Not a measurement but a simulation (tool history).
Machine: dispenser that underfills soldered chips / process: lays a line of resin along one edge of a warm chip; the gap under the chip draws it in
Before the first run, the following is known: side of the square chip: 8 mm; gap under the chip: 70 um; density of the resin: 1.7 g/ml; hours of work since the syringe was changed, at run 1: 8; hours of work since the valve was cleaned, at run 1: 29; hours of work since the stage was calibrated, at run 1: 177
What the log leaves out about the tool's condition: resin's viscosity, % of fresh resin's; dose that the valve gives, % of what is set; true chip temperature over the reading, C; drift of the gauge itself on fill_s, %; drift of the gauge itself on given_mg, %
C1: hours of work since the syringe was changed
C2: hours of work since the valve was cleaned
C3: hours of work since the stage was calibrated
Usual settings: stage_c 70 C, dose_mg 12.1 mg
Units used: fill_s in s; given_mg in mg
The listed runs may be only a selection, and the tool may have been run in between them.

Run 1, hour 0: usual settings; C1 8; C2 29; C3 177. Result: fill_s 50.5 s, given_mg 11.76 mg.
At hour 1.7: new syringe of resin.
Run 2, hour 9.2: usual settings; C1 5; C2 35; C3 183. Result: fill_s 47.5 s, given_mg 11.73 mg.
At hour 15.3: new syringe of resin.
Run 3, hour 15.5: usual settings but stage_c 60 C; C1 0; C2 39; C3 187. Result: fill_s 64.4 s, given_mg 11.65 mg.
Run 4, hour 22.2: usual settings but dose_mg 12.2 mg; C1 5; C2 43; C3 191. Result: fill_s 45.1 s, given_mg 11.79 mg.
Run 5, hour 26.5: usual settings but dose_mg 12.2 mg; C1 7; C2 46; C3 194. Result: fill_s 50.7 s, given_mg 11.64 mg.
At hour 29: new syringe of resin.
Run 6, hour 35.4: usual settings but dose_mg 12.2 mg; C1 4; C2 52; C3 199. Result: fill_s 45.1 s, given_mg 11.61 mg.
At hour 42.8: new syringe of resin.
Run 7, hour 43.2: usual settings but dose_mg 12.2 mg; C1 0; C2 57; C3 204. Result: fill_s 40.2 s, given_mg 11.6 mg.
Run 8, hour 50.2: usual settings but dose_mg 12.2 mg; C1 5; C2 61; C3 209. Result: fill_s 45.1 s, given_mg 11.57 mg.
Run 9, hour 54.5: usual settings but dose_mg 12.2 mg; C1 8; C2 64; C3 212. Result: fill_s 49.3 s, given_mg 11.37 mg.
At hour 56.3: new syringe of resin.
Run 10, hour 58.7: usual settings but dose_mg 12.2 mg; C1 2; C2 67; C3 214. Result: fill_s 41.4 s, given_mg 11.53 mg.
Run 11, hour 63.3: usual settings but stage_c 71 C, dose_mg 12.2 mg; C1 5; C2 70; C3 217. Result: fill_s 43.6 s, given_mg 11.48 mg.
Run 12, hour 69.1: usual settings but dose_mg 13.1 mg; C1 8; C2 73; C3 221. Result: fill_s 51.7 s, given_mg 12.18 mg.
At hour 70.1: new syringe of resin.
Run 13, hour 76.1: usual settings but dose_mg 13.1 mg; C1 4; C2 78; C3 225. Result: fill_s 43.9 s, given_mg 12.18 mg.
At hour 79.3: dispensing valve cleaned and set on the balance.
At hour 84.4: new syringe of resin.
Run 14, hour 84.9: usual settings but dose_mg 13.1 mg; C1 0; C2 3; C3 230. Result: fill_s 37.7 s, given_mg 13.14 mg.
Run 15, hour 89.1: usual settings but stage_c 84 C; C1 3; C2 6; C3 233. Result: fill_s 22.4 s, given_mg 11.95 mg.
Run 16, hour 94.7: usual settings but stage_c 84 C; C1 7; C2 10; C3 237. Result: fill_s 25.6 s, given_mg 11.89 mg.
At hour 98.2: new syringe of resin.
Run 17, hour 104.1: usual settings but stage_c 84 C; C1 4; C2 16; C3 243. Result: fill_s 22.3 s, given_mg 11.87 mg.
At hour 112: new syringe of resin.
Run 18, hour 113.7: usual settings but stage_c 84 C; C1 1; C2 22; C3 249. Result: fill_s 20.7 s, given_mg 11.97 mg.
Run 19, hour 122.6: usual settings but stage_c 64 C; C1 7; C2 28; C3 255. Result: fill_s 65 s, given_mg 11.84 mg.
At hour 125.7: new syringe of resin.
Run 20, hour 130.5: usual settings but stage_c 64 C; C1 3; C2 33; C3 260. Result: fill_s 56.9 s, given_mg 11.88 mg.
Run 21, hour 137.2: usual settings but stage_c 58 C; C1 8; C2 37; C3 264. Result: fill_s 89.9 s, given_mg 11.74 mg.
At hour 139.3: new syringe of resin.
Run 22, hour 142.1: usual settings but stage_c 56 C; C1 2; C2 40; C3 267. Result: fill_s 85.5 s, given_mg 11.73 mg.
Run 23, hour 147.9: usual settings but stage_c 72 C, dose_mg 11.4 mg; C1 6; C2 44; C3 271. Result: fill_s 44.1 s, given_mg 10.95 mg.
At hour 152.5: new syringe of resin.
Run 24, hour 152.5: usual settings but stage_c 72 C, dose_mg 11.4 mg; C1 0; C2 47; C3 274. Result: fill_s 35.2 s, given_mg 10.93 mg.
Run 25, hour 157.5: usual settings but dose_mg 12.7 mg; C1 3; C2 50; C3 277. Result: fill_s 41.9 s, given_mg 12.1 mg.
Run 26, hour 163.1: usual settings but dose_mg 12.7 mg; C1 7; C2 54; C3 281. Result: fill_s 47.6 s, given_mg 12.23 mg.
At hour 166.3: new syringe of resin.
Run 27, hour 172.5: usual settings but stage_c 62 C, dose_mg 11.4 mg; C1 4; C2 60; C3 287. Result: fill_s 68.5 s, given_mg 10.93 mg.
Run 28, hour 178.4: usual settings but stage_c 62 C, dose_mg 11.4 mg; C1 8; C2 64; C3 291. Result: fill_s 76.7 s, given_mg 10.8 mg.
At hour 180.1: new syringe of resin.
Run 29, hour 185.4: usual settings but stage_c 72 C, dose_mg 10.5 mg; C1 3; C2 68; C3 295. Result: fill_s 40.1 s, given_mg 9.8 mg.
At hour 193.7: new syringe of resin.
Run 30, hour 194.7: usual settings but stage_c 72 C, dose_mg 10.5 mg; C1 1; C2 74; C3 301. Result: fill_s 37.8 s, given_mg 9.83 mg.
Run 31, hour 198.7: usual settings but stage_c 66 C, dose_mg 10.5 mg; C1 3; C2 77; C3 303. Result: fill_s 54.3 s, given_mg 9.74 mg.
At hour 204: dispensing valve cleaned and set on the balance.
Run 32, hour 204.2: usual settings but stage_c 65 C, dose_mg 10.8 mg; C1 6; C2 0; C3 306. Result: fill_s 62.3 s, given_mg 10.94 mg.
At hour 208.2: new syringe of resin.
Run 33, hour 210.5: usual settings but stage_c 60 C, dose_mg 13.9 mg; C1 2; C2 4; C3 310. Result: fill_s 66 s, given_mg 13.91 mg.

Below are 4 alternative next runs, each starting from the tool's condition after run 33. Predict each:
Run A, hour 218.2: usual settings but stage_c 83 C, dose_mg 11.6 mg; C1 7; C2 9; C3 315. Result: fill_s ?, given_mg ?.
Run B, hour 218.2: usual settings but stage_c 72 C, dose_mg 12 mg; C1 7; C2 9; C3 315. Result: fill_s ?, given_mg ?.
Run C, hour 218.2: usual settings but stage_c 76 C, dose_mg 12.2 mg; C1 7; C2 9; C3 315. Result: fill_s ?, given_mg ?.
Run D, hour 218.2: usual settings but stage_c 64 C, dose_mg 13.7 mg; C1 7; C2 9; C3 315. Result: fill_s ?, given_mg ?.

run  fill_s  given_mg
  A    26.4     11.61
  B      44     11.98
  C    35.9     12.18
  D    63.2     13.56
Stripped of hidden state, with their random variation kept, the same runs would have yielded:
run  fill_s  given_mg
  A      22     11.69
  B    36.9     12.07
  C    30.1     12.27
  D    53.1     13.65
